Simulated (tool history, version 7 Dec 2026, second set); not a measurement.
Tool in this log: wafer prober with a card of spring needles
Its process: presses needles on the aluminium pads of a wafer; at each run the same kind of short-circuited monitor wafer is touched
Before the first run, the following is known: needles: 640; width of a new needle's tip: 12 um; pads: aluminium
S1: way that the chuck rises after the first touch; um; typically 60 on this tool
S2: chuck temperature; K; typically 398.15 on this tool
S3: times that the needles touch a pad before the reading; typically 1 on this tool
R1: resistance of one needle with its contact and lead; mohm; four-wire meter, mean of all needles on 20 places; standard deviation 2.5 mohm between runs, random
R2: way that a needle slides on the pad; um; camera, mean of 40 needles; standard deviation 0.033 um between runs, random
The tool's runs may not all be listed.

| run | day | S1 | S2 | S3 | R1 | R2 |
|---|---|---|---|---|---|---|
| 1 | 0 | 60 | 398.15 | 1 | 294 | 7.66 |
|  | 0.046 | tips cleaned on abrasive film |
| 2 | 0.362 | 60 | 398.15 | 1 | 295 | 7.76 |
|  | 0.667 | tips cleaned on abrasive film |
| 3 | 0.708 | 60 | 398.15 | 2 | 293 | 7.71 |
| 4 | 1.096 | 60 | 398.15 | 2 | 292 | 7.67 |
|  | 1.304 | tips cleaned on abrasive film |
| 5 | 1.383 | 60 | 338.15 | 1 | 276 | 7.66 |
| 6 | 1.604 | 60 | 338.15 | 1 | 277 | 7.66 |
| 7 | 1.888 | 49 | 338.15 | 1 | 275 | 6.25 |
|  | 1.933 | tips cleaned on abrasive film |
| 8 | 2.079 | 49 | 338.15 | 1 | 274 | 6.29 |
| 9 | 2.338 | 49 | 338.15 | 1 | 276 | 6.25 |
|  | 2.562 | tips cleaned on abrasive film |
| 10 | 2.617 | 60 | 298.15 | 1 | 265 | 7.64 |
| 11 | 2.862 | 60 | 298.15 | 1 | 267 | 7.67 |
|  | 3.167 | tips cleaned on abrasive film |
| 12 | 3.238 | 60 | 298.15 | 1 | 267 | 7.71 |
| 13 | 3.617 | 60 | 298.15 | 1 | 266 | 7.73 |
|  | 3.767 | tips cleaned on abrasive film |
| 14 | 3.871 | 60 | 398.15 | 1 | 294 | 7.68 |
| 15 | 4.262 | 60 | 398.15 | 1 | 292 | 7.66 |
|  | 4.362 | tips cleaned on abrasive film |
| 16 | 4.725 | 60 | 398.15 | 1 | 294 | 7.69 |
|  | 4.962 | tips cleaned on abrasive film |
| 17 | 5.029 | 60 | 398.15 | 1 | 301 | 7.68 |
| 18 | 5.392 | 60 | 398.15 | 1 | 295 | 7.7 |
|  | 5.592 | tips cleaned on abrasive film |
| 19 | 5.738 | 74 | 340.15 | 1 | 272 | 9.39 |
| 20 | 6.088 | 74 | 340.15 | 1 | 277 | 9.44 |
|  | 6.204 | tips cleaned on abrasive film |
| 21 | 6.362 | 60 | 319.15 | 1 | 275 | 7.6 |

Predict the results of run 22:
| 22 | 6.754 | 59 | 304.15 | 3 | ? | ? |

{"run 22": {"R1": 263, "R2": 7.57}}
With no hidden state in the tool, this same run would have given R1 263 mohm, R2 7.57 um.
